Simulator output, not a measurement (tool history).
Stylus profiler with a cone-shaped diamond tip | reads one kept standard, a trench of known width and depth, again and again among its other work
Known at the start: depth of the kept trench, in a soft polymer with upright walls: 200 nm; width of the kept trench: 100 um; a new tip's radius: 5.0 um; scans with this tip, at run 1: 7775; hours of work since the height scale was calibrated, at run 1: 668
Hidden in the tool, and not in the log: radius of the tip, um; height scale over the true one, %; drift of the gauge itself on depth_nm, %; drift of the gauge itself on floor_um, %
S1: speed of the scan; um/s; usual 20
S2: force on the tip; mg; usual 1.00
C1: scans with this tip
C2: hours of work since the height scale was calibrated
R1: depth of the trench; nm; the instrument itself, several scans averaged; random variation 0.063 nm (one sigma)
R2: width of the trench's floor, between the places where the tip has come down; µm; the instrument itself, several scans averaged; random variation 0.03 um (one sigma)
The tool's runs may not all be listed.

{"run": 1, "hour": 0.0, "S1": 20, "S2": 1.0, "C1": 7775, "C2": 668, "R1": 201.66, "R2": 96.37}
{"run": 2, "hour": 22.3, "S1": 20, "S2": 1.0, "C1": 7922, "C2": 681, "R1": 201.64, "R2": 96.35}
{"run": 3, "hour": 59.7, "S1": 20, "S2": 1.0, "C1": 8169, "C2": 702, "R1": 201.7, "R2": 96.35}
{"run": 4, "hour": 86.5, "S1": 49, "S2": 1.0, "C1": 8346, "C2": 717, "R1": 201.61, "R2": 96.05}
{"run": 5, "hour": 119.5, "S1": 49, "S2": 1.0, "C1": 8563, "C2": 736, "R1": 201.68, "R2": 96.0}
{"run": 6, "hour": 155.2, "S1": 20, "S2": 2.68, "C1": 8799, "C2": 756, "R1": 202.9, "R2": 96.38}
{"run": 7, "hour": 175.1, "S1": 20, "S2": 1.0, "C1": 8930, "C2": 767, "R1": 201.66, "R2": 96.34}
{"run": 8, "hour": 215.6, "S1": 20, "S2": 1.0, "C1": 9198, "C2": 790, "R1": 201.68, "R2": 96.28}
{"run": 9, "hour": 256.4, "S1": 20, "S2": 1.0, "C1": 9467, "C2": 814, "R1": 201.87, "R2": 96.26}
{"run": 10, "hour": 290.3, "S1": 20, "S2": 1.0, "C1": 9690, "C2": 833, "R1": 201.74, "R2": 96.25}
{"run": 11, "hour": 307.4, "S1": 7, "S2": 1.0, "C1": 9804, "C2": 843, "R1": 201.84, "R2": 96.34}
{"run": 12, "hour": 337.0, "S1": 7, "S2": 1.0, "C1": 9999, "C2": 859, "R1": 201.78, "R2": 96.36}
{"run": 13, "hour": 368.6, "S1": 20, "S2": 1.0, "C1": 10207, "C2": 877, "R1": 201.65, "R2": 96.18}
{"run": 14, "hour": 407.8, "S1": 20, "S2": 1.0, "C1": 10466, "C2": 899, "R1": 201.79, "R2": 96.29}
{"run": 15, "hour": 448.4, "S1": 15, "S2": 1.0, "C1": 10734, "C2": 922, "R1": 201.75, "R2": 96.21}
{"run": 16, "hour": 481.0, "S1": 20, "S2": 1.85, "C1": 10950, "C2": 941, "R1": 202.48, "R2": 96.24}
{"hour": 484.9, "done": "height scale calibrated on a step standard"}
{"run": 17, "hour": 506.6, "S1": 20, "S2": 1.85, "C1": 11115, "C2": 12, "R1": 202.49, "R2": 96.24}
{"run": 18, "hour": 545.1, "S1": 20, "S2": 1.85, "C1": 11369, "C2": 34, "R1": 202.54, "R2": 96.19}
{"hour": 548.1, "done": "height scale calibrated on a step standard, once more"}
{"run": 19, "hour": 576.0, "S1": 20, "S2": 1.85, "C1": 11570, "C2": 16, "R1": 201.7, "R2": 96.21}
{"run": 20, "hour": 595.0, "S1": 20, "S2": 1.85, "C1": 11695, "C2": 27, "R1": 201.72, "R2": 96.22}
{"run": 21, "hour": 615.3, "S1": 20, "S2": 1.85, "C1": 11829, "C2": 38, "R1": 201.7, "R2": 96.16}
{"run": 22, "hour": 643.1, "S1": 20, "S2": 1.0, "C1": 12013, "C2": 54, "R1": 201.19, "R2": 96.12}
{"run": 23, "hour": 671.1, "S1": 20, "S2": 2.86, "C1": 12198, "C2": 70, "R1": 202.42, "R2": 96.18}
{"run": 24, "hour": 706.6, "S1": 48, "S2": 1.0, "C1": 12432, "C2": 90, "R1": 201.06, "R2": 95.79}
{"run": 25, "hour": 734.7, "S1": 55, "S2": 1.14, "C1": 12617, "C2": 106, "R1": 201.23, "R2": 95.74}
{"run": 26, "hour": 764.9, "S1": 55, "S2": 1.14, "C1": 12816, "C2": 123, "R1": 201.27, "R2": 95.77}
{"run": 27, "hour": 783.1, "S1": 38, "S2": 0.48, "C1": 12936, "C2": 133, "R1": 200.63, "R2": 95.72}
{"run": 28, "hour": 817.8, "S1": 38, "S2": 0.48, "C1": 13165, "C2": 153, "R1": 200.73, "R2": 95.71}
{"run": 29, "hour": 848.7, "S1": 19, "S2": 1.6, "C1": 13369, "C2": 171, "R1": 201.6, "R2": 96.08}
{"run": 30, "hour": 880.4, "S1": 11, "S2": 0.38, "C1": 13579, "C2": 189, "R1": 200.71, "R2": 96.05}
{"run": 31, "hour": 913.7, "S1": 42, "S2": 0.51, "C1": 13798, "C2": 207, "R1": 200.91, "R2": 95.66}
{"run": 32, "hour": 947.2, "S1": 39, "S2": 0.51, "C1": 14020, "C2": 226, "R1": 200.85, "R2": 95.66}
{"hour": 966.7, "done": "new tip fitted, height scale calibrated"}
{"run": 33, "hour": 969.5, "S1": 14, "S2": 0.64, "C1": 19, "C2": 2, "R1": 200.92, "R2": 96.95}
{"run": 34, "hour": 1001.0, "S1": 20, "S2": 0.84, "C1": 226, "C2": 19, "R1": 201.07, "R2": 96.89}
{"run": 35, "hour": 1038.8, "S1": 20, "S2": 0.84, "C1": 476, "C2": 41, "R1": 201.1, "R2": 96.93}
{"run": 36, "hour": 1076.7, "S1": 20, "S2": 0.84, "C1": 726, "C2": 62, "R1": 201.14, "R2": 96.94}
{"run": 37, "hour": 1108.9, "S1": 31, "S2": 2.15, "C1": 939, "C2": 81, "R1": 202.04, "R2": 96.94}
{"run": 38, "hour": 1141.5, "S1": 31, "S2": 2.15, "C1": 1154, "C2": 99, "R1": 202.14, "R2": 96.84}
{"run": 39, "hour": 1161.4, "S1": 31, "S2": 2.15, "C1": 1285, "C2": 110, "R1": 202.09, "R2": 96.86}
{"run": 40, "hour": 1193.8, "S1": 7, "S2": 1.12, "C1": 1499, "C2": 129, "R1": 201.3, "R2": 96.9}
{"run": 41, "hour": 1225.4, "S1": 5, "S2": 2.47, "C1": 1708, "C2": 147, "R1": 202.28, "R2": 97.01}
{"run": 42, "hour": 1257.1, "S1": 35, "S2": 0.86, "C1": 1917, "C2": 165, "R1": 201.18, "R2": 96.66}
{"run": 43, "hour": 1275.8, "S1": 35, "S2": 0.86, "C1": 2040, "C2": 175, "R1": 201.17, "R2": 96.63}
{"run": 44, "hour": 1316.5, "S1": 11, "S2": 1.23, "C1": 2308, "C2": 198, "R1": 201.53, "R2": 96.9}
{"run": 45, "hour": 1338.9, "S1": 11, "S2": 1.23, "C1": 2457, "C2": 211, "R1": 201.45, "R2": 96.84}
{"run": 46, "hour": 1377.0, "S1": 11, "S2": 1.23, "C1": 2708, "C2": 233, "R1": 201.54, "R2": 96.87}

Hidden state at the last listed run before each entry between runs and at the first one after, where it differs:
Between runs 16 and 17: height scale calibrated on a step standard (hour 484.9)
  radius of the tip, um: 8.35 -> 8.39; height scale over the true one, %: 0.3 -> 0.36
  measured less the result without the state, R1: +0.61 -> +0.72 nm; R2: -0.83 -> -0.84 µm
Between runs 18 and 19: height scale calibrated on a step standard, once more (hour 548.1)
  radius of the tip, um: 8.46 -> 8.52; height scale over the true one, %: 0.368 -> -0.046
  measured less the result without the state, R1: +0.74 -> -0.09 nm; R2: -0.85 -> -0.87 µm
Between runs 32 and 33: new tip fitted, height scale calibrated (hour 966.7)
  radius of the tip, um: 9.21 -> 5.14; height scale over the true one, %: 0.026 -> -0.009
  measured less the result without the state, R1: +0.05 -> -0.02 nm; R2: -1.01 -> -0.04 µm
